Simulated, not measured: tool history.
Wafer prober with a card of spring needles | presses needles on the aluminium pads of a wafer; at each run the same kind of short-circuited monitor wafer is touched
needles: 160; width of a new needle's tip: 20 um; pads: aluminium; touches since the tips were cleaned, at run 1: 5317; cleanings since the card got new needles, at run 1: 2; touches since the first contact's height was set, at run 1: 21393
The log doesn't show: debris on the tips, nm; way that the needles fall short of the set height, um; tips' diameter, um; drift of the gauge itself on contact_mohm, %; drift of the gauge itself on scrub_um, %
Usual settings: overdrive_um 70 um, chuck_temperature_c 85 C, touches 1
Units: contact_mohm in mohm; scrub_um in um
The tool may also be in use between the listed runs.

run   hour  overdrive_um  chuck_temperature_c  touches  touches since the tips were cleaned  cleanings since the card got new needles  touches since the first contact's height was set  contact_mohm  scrub_um
  1      0            70                   85        1                                 5317                                         2                                             21393           257      9.76
       8.2  -- tips cleaned on abrasive film
  2   27.3            74                   85        1                                 5697                                         3                                             29525           253     10.37
      34.7  -- tips cleaned on abrasive film
  3   53.7            70                   85        1                                 5699                                         4                                             37409           261      9.79
      60.2  -- tips cleaned on abrasive film
  4   78.7            70                   85        1                                 5536                                         5                                             44873           262      9.76
      86.2  -- tips cleaned on abrasive film
     112.8  -- tips cleaned on abrasive film
  5  118.9            70                   85        1                                 1823                                         7                                             56845           233      9.76
     140.1  -- tips cleaned on abrasive film
  6  146.3            70                   85        1                                 1876                                         8                                             65015           235      9.74
     165.4  -- tips cleaned on abrasive film
  7  186.8            70                   85        1                                 6405                                         9                                             77102           261      9.69
     193.6  -- tips cleaned on abrasive film
  8  212.8            70                   85        1                                 5733                                        10                                             84849           260      9.69
     218.2  -- tips cleaned on abrasive film
  9  237.1            70                   85        1                                 5647                                        11                                             92091           263      9.67
     243.4  -- tips cleaned on abrasive film
     270.2  -- tips cleaned on abrasive film
 10  278.2            70                   85        1                                 2381                                        13                                            104334           243      9.67

Run 11 comes next. What will it give?
       298  -- tips cleaned on abrasive film
 11  311.8            58                   85        1                                 4151                                        14                                            114386             ?         ?

Run 11 gave contact_mohm 281 mohm, scrub_um 7.98 um.
Without the tool's hidden state the same run would have given contact_mohm 214 mohm, scrub_um 8.15 um.
